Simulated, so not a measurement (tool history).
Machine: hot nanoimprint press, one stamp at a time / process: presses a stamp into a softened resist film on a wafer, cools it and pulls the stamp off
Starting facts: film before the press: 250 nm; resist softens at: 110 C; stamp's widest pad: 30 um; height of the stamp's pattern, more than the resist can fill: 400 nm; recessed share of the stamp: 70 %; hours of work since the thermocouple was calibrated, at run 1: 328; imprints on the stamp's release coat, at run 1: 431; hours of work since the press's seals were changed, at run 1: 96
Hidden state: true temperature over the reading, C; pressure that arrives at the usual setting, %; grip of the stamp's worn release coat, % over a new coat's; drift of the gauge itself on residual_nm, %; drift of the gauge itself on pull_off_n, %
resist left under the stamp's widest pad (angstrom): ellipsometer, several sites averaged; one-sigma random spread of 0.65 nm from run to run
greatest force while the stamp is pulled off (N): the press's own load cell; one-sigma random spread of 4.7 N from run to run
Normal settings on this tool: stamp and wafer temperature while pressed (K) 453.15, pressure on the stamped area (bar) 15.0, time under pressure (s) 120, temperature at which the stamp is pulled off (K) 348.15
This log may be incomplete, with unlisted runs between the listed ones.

run    day  stamp and wafer temperature while pressed (K)  pressure on the stamped area (bar)  time under pressure (s)  temperature at which the stamp is pulled off (K)  hours of work since the thermocouple was calibrated  imprints on the stamp's release coat  hours of work since the press's seals were changed  resist left under the stamp's widest pad (angstrom)  greatest force while the stamp is pulled off (N)
  1  0.000                                         453.15                                15.0                      120                                            348.15                                                  328                                   431                                                  96                                                 1100                                               267
  2  0.729                                         453.15                                15.0                      120                                            353.15                                                  338                                   500                                                 106                                                 1091                                               237
  3  1.504                                         453.15                                15.0                      177                                            348.15                                                  347                                   575                                                 115                                                  949                                               286
     1.721  -- plate thermocouple calibrated
  4  2.600                                         453.15                                15.0                      177                                            348.15                                                   11                                   668                                                 128                                                  962                                               281
  5  3.708                                         453.15                                15.0                      177                                            348.15                                                   25                                   774                                                 142                                                  980                                               305
  6  4.475                                         453.15                                15.0                      227                                            351.15                                                   35                                   848                                                 152                                                  887                                               283
  7  5.358                                         456.15                                15.0                       80                                            342.15                                                   46                                   932                                                 163                                                 1116                                               356

Run 8 has not been measured yet. What should we expect?
  8  6.267                                         453.15                                22.4                       71                                            348.15                                                   58                                  1019                                                 174                                                    ?                                                 ?

Run 8 produced resist left under the stamp's widest pad (angstrom) 1084, greatest force while the stamp is pulled off (N) 317.
On a tool with no hidden condition, and with the same random variation, this run would have come out at resist left under the stamp's widest pad (angstrom) 1024, greatest force while the stamp is pulled off (N) 225.
